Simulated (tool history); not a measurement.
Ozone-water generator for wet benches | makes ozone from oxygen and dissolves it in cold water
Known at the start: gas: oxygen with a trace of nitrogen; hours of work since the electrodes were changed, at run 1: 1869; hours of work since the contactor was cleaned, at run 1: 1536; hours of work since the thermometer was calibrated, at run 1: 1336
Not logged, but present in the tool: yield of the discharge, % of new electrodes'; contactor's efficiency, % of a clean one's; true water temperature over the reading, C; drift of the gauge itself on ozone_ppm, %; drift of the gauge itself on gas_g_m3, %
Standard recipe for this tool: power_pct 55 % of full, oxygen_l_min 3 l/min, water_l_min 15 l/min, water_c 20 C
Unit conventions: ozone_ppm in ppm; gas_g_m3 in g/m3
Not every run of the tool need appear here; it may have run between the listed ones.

run	hour	power_pct	oxygen_l_min	water_l_min	water_c	hours of work since the electrodes were changed	hours of work since the contactor was cleaned	hours of work since the thermometer was calibrated	ozone_ppm	gas_g_m3
1	0	55	3	15	20	1869	1536	1336	13.84	159.2
2	63.1	55	3	15	20	1926	1593	1392	13.93	162
3	120.7	55	3	15	20	1977	1644	1444	13.88	160.8
4	147.5	55	3	15	20	2001	1668	1467	13.83	161.2
5	202.5	55	3	15	20	2050	1717	1516	13.92	159.1
6	262.9	55	3	15	20	2104	1771	1570	13.84	160.3
7	315	55	3	15	20	2150	1817	1617	13.83	159.4
8	372.7	55	3	15	20	2202	1869	1668	13.87	159.4
9	435.5	55	3	15	20	2258	1925	1724	13.78	161.3
10	496.9	55	3	15	20	2312	1979	1779	13.79	160.7
11	539	55	3	15	20	2350	2017	1816	14.1	161.4
12	588.3	55	3	15	20	2394	2061	1860	13.79	160.8
13	642.6	55	3	15	20	2442	2109	1909	13.87	160.2
14	671.7	55	3	15	20	2468	2135	1935	13.93	159.6
15	738.5	55	3	15	20	2528	2195	1994	13.88	160.3
16	766.9	55	3	15	20	2553	2220	2020	13.81	161.5
17	805.9	55	3	15	26	2588	2255	2054	12.83	160.7
18	844.2	55	3	15	26	2622	2289	2089	12.77	161
19	903.1	40	3	10	20	2675	2342	2141	15.53	128.1
20	954.9	40	3	10	20	2721	2388	2187	15.58	128.1
21	1004.4	40	3	10	20	2765	2432	2231	15.53	126.6
22	1064	61	2.91	15	14	2818	2485	2285	15.85	173.7
23	1124	55	3.51	15	19	2872	2539	2338	14.44	151.4
24	1164.8	56	3.68	21	15	2908	2575	2374	11.28	151.8
25	1203.4	55	3.59	10	20	2942	2609	2409	19.99	149.8
26	1254.3	55	3.59	10	20	2988	2655	2454	19.86	150.8
27	1321.1	55	3.59	10	20	3047	2714	2514	19.97	150.1
28	1372.3	82	3.59	10	28	3093	2760	2559	22.72	197.9
29	1421.3	79	4	12	18	3137	2804	2603	23.59	186
30	1473.7	80	3	15	20	3183	2850	2650	18.04	206.8
31	1528.5	80	3	19	20	3232	2899	2699	14.27	207.9
32	1560.9	80	3	19	20	3261	2928	2728	14.26	208.8
33	1588.9	80	3	19	20	3286	2953	2753	14.15	209.4

What if the next run were any one of these 4? Each begins from the tool's condition after run 33:
A	1655.4	55	3	13	20	3345	3012	2812	?	?
B	1655.4	84	3	15	13	3345	3012	2812	?	?
C	1655.4	55	3	12	17	3345	3012	2812	?	?
D	1655.4	80	3	18	20	3345	3012	2812	?	?

run	ozone_ppm	gas_g_m3
A	15.76	160.9
B	20.03	216.3
C	17.56	160.7
D	15.14	208.4
Without the tool's unlogged condition, the same runs would have read:
run	ozone_ppm	gas_g_m3
A	15.77	161
B	20.05	216.5
C	17.57	160.7
D	15.15	208.5
